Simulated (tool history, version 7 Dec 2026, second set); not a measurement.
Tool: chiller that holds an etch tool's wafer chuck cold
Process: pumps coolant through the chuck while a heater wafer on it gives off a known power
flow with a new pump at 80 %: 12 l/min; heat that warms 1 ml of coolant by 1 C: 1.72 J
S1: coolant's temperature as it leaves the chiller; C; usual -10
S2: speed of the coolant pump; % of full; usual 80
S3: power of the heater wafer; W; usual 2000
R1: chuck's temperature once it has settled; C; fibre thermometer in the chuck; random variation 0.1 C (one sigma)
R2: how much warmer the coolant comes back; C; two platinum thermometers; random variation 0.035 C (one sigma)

run,hour,S1,S2,S3,R1,R2
1,0,-10,80,2000,17.4,6.18
2,144.7,-10,80,2000,17.3,6.1
3,364.2,-10,80,2000,17.5,6.22
4,504.5,-10,80,2000,17.7,6.16
5,620.3,-10,80,2000,17.7,6.12
# hour 661.5: chiller's thermometer calibrated
6,843.7,-10,80,2000,17.9,6.17
7,963.9,-10,80,2000,18.1,6.22
8,1179.2,-10,80,2000,18.1,6.21
9,1280,-10,80,2000,18.1,6.28
10,1385.8,-2,80,2000,26.2,6.21
11,1516.8,-2,80,2000,26.5,6.22
12,1627.8,-2,80,2000,26.5,6.29
# hour 1653.5: coolant pump overhauled
13,1832.7,-2,80,2000,27.6,6.59
14,2061.2,-10,80,2000,20,6.65
# hour 2193.3: coolant changed, channels flushed
15,2193.3,-10,80,2000,17.1,6.69
16,2371.6,-6,80,2000,21.5,6.7
17,2576.7,-18,73,1138,-1.2,4.2
# hour 2665.8: coolant pump overhauled, once more
18,2789.6,-18,73,1138,-2.8,3.58
19,2916.3,-6,92,2490,22.3,6.33
20,3080.4,-7,65,2000,22.5,7.33
21,3178.1,-7,65,2000,22.3,7.22
22,3358.7,-7,65,2000,22.7,7.36
23,3571.7,-15,88,1021,-2.6,2.67
24,3710.1,-15,88,1021,-2.6,2.72
25,3891.5,-3,66,2176,29.3,7.91
26,4088.6,-3,66,2176,29.8,7.97
27,4316.5,-1,87,1540,18.2,4.18
28,4474.1,-5,73,1540,16.9,5.06
29,4601,-5,73,1540,16.9,5.09
# hour 4642.1: chiller's thermometer calibrated
30,4778.6,-11,74,2950,30.4,9.69

Hidden state or all else? Some run-to-run changes of R1, split into what the settings, what came in and random variation would give without the hidden state, and what is left for the hidden state (with any gauge scatter that isn't in both results):
The hidden state here: heat passed by the chuck's channels, % of clean ones'; flow at a given pump speed, % of a new pump's; coolant's true temperature over the reading, C; drift of the gauge itself on chuck_c, C; drift of the gauge itself on warmer_back_c, C.
Run 14 -> 15: coolant changed, channels flushed. R1 -2.9 C: hidden state -2.6, all else -0.3.
Run 17 -> 18: coolant pump overhauled, once more. R1 -1.6 C: hidden state -1.5, all else -0.1.
Run 18 -> 19: S1 -18 -> -6, S2 73 -> 92, S3 1138 -> 2490. R1 +25.1 C: hidden state +0.3, all else +24.8.
Run 22 -> 23: S1 -7 -> -15, S2 65 -> 88, S3 2000 -> 1021. R1 -25.3 C: hidden state -0.5, all else -24.8.
Run 24 -> 25: S1 -15 -> -3, S2 88 -> 66, S3 1021 -> 2176. R1 +31.9 C: hidden state +0.9, all else +31.
Run 29 -> 30: S1 -5 -> -11, S2 73 -> 74, S3 1540 -> 2950, chiller's thermometer calibrated. R1 +13.5 C: hidden state +1.2, all else +12.3.

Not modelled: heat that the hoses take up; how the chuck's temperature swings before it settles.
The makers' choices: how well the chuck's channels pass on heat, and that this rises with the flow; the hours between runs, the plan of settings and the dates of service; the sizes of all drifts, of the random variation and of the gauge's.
